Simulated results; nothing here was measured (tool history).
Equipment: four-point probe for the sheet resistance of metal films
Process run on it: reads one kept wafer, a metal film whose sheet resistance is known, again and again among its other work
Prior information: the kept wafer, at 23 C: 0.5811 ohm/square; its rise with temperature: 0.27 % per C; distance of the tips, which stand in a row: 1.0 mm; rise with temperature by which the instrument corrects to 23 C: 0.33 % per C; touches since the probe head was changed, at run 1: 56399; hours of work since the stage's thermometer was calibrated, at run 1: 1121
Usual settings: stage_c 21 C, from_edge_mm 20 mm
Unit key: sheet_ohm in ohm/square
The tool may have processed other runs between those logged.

run	hour	stage_c	from_edge_mm	touches since the probe head was changed	hours of work since the stage's thermometer was calibrated	sheet_ohm
1	0.0	21	20	56399	1121	0.584321
2	41.9	21	20	57845	1142	0.583938
3	98.0	21	20	59781	1169	0.584009
4	155.6	21	20	61766	1196	0.584375
5	187.4	21	20	62863	1212	0.584183
6	239.0	24	20	64644	1237	0.583200
7	285.1	24	20	66233	1259	0.583116
8	349.7	24	20	68464	1290	0.582968
9	398.4	21	20	70144	1314	0.584092
10	448.5	21	20	71869	1338	0.584568
11	499.5	21	20	73632	1362	0.584206
12	528.3	21	11	74623	1376	0.586257
13	583.5	21	7	76528	1403	0.589910
# hour 588.2: stage's thermometer calibrated
14	646.7	21	20	78691	28	0.584264
15	680.8	21	20	79869	45	0.584150
16	740.8	19	20	81936	74	0.585164
# hour 777.2: stage's thermometer calibrated, once more
17	806.9	33	14	84199	14	0.581685
18	874.2	27	7	86521	47	0.588447
19	938.5	23	20	88740	78	0.584559
20	977.0	24	14	90070	96	0.584906
21	1027.2	22	9	91799	121	0.587994
22	1064.2	34	4	93078	138	0.598658
23	1097.8	34	4	94235	155	0.598644

How would selected steps in sheet_ohm from run to run divide? Give the signed amount a tool lacking its hidden state would still show from settings, what came in and random variation, and the signed amount left for the hidden state, including any gauge scatter that is not in both of the compared results.
Hidden state at play: inner tips' distance over the nominal, %; tips' flats over new ones', %; wafer's true temperature over the reading, C; drift of the gauge itself on sheet_ohm, %.
Run 13 -> 14: from_edge_mm 7 -> 20, stage's thermometer calibrated. sheet_ohm -0.005646 ohm/square: hidden state -0.000193, all else -0.005453.
Run 16 -> 17: stage_c 19 -> 33, from_edge_mm 20 -> 14, stage's thermometer calibrated, once more. sheet_ohm -0.003479 ohm/square: hidden state +0.000784, all else -0.004263.
Run 17 -> 18: stage_c 33 -> 27, from_edge_mm 14 -> 7. sheet_ohm +0.006762 ohm/square: hidden state +0.000072, all else +0.006690.
Run 21 -> 22: stage_c 22 -> 34, from_edge_mm 9 -> 4. sheet_ohm +0.010664 ohm/square: hidden state +0.000069, all else +0.010595.
